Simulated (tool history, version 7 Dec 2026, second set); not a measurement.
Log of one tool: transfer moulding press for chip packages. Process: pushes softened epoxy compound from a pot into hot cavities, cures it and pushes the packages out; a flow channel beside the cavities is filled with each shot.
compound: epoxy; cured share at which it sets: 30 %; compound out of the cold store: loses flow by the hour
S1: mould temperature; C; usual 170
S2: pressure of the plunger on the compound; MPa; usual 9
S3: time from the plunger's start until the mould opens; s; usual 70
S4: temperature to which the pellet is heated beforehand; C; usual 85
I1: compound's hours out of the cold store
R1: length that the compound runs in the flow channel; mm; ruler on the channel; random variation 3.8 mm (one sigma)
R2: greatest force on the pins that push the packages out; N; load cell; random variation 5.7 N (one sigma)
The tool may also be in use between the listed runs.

run,day,S1,S2,S3,S4,I1,R1,R2
1,0,170,9,70,85,43.4,606,222
2,1.029,170,9,70,85,37.7,619,303
3,2.521,170,9,70,85,43.3,593,334
# day 3.433: cavities cleaned with cleaning compound and waxed
4,3.892,170,9,70,85,15,689,276
5,5.517,170,9,70,85,43.1,583,347
# day 6.833: cavities cleaned with cleaning compound and waxed
6,7.546,170,9,70,85,22.4,641,286
7,8.729,170,9,70,85,45.4,565,327

Forecast run 8:
# day 9.733: plunger's sealing rings changed
# day 10.279: cavities cleaned with cleaning compound and waxed
8,10.462,170,7.55,70,85,44.6,?,?

{"run 8": {"R1": 566, "R2": 243}}
Without the tool's hidden state the same run would have given R1 568 mm, R2 211 N.
